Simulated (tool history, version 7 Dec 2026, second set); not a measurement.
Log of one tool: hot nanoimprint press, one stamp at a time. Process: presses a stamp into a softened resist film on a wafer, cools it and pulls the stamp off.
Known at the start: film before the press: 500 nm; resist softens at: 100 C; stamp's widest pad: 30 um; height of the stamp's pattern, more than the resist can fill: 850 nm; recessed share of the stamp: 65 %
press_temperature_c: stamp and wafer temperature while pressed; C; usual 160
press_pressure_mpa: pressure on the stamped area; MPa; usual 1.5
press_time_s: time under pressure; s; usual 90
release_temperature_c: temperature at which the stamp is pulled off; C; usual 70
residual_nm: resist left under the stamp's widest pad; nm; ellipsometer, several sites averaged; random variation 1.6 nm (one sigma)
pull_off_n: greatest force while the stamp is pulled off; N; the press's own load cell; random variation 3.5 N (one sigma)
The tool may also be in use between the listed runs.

run,day,press_temperature_c,press_pressure_mpa,press_time_s,release_temperature_c,residual_nm,pull_off_n
1,0,160,1.5,90,70,250.9,182
2,0.346,160,1.16,90,70,275.6,175
3,0.675,160,1.14,90,70,280.3,179
4,0.908,160,1.14,90,70,277.6,176
5,1.25,160,1.14,144,70,234.6,180
6,1.446,160,1.14,144,70,234,176
7,1.679,160,1.5,90,76,250.3,160
8,2.021,160,2.35,90,70,206.8,183
9,2.367,160,2.35,90,70,208.7,182
# day 2.525: plate thermocouple calibrated
10,2.792,160,2.35,90,70,206.2,181
11,2.967,160,2.35,90,70,205.7,180
12,3.275,164,0.99,90,62,242.3,209
13,3.462,150,1.05,54,71,445,183
14,3.854,167,1.5,90,70,172.4,180
15,4.208,154,1.5,90,70,326.8,185
# day 4.429: plate thermocouple calibrated, once more
16,4.658,155,1.5,61,70,370.1,193
17,4.958,160,1.5,77,70,274.4,193
18,5.133,160,1.06,179,70,231.8,197
19,5.408,158,1.15,90,70,315.5,193
20,5.617,160,1.8,77,67,255.1,202

The same runs without the tool's hidden state, with the same run-to-run variation:
The hidden state here: true temperature over the reading, C; pressure that arrives at the usual setting, %; grip of the stamp's worn release coat, % over a new coat's; drift of the gauge itself on residual_nm, %; drift of the gauge itself on pull_off_n, %.
run,residual_nm,pull_off_n
1,260.4,173
2,285.8,166
3,290.7,168
4,288,165
5,244.7,168
6,244.2,164
7,260.6,149
8,215.6,170
9,217.7,168
10,217.1,166
11,216.7,165
12,254.7,191
13,453.2,167
14,181.7,163
15,341.5,167
16,367.3,170
17,271.6,170
18,229.8,173
19,313.3,169
20,252.4,176
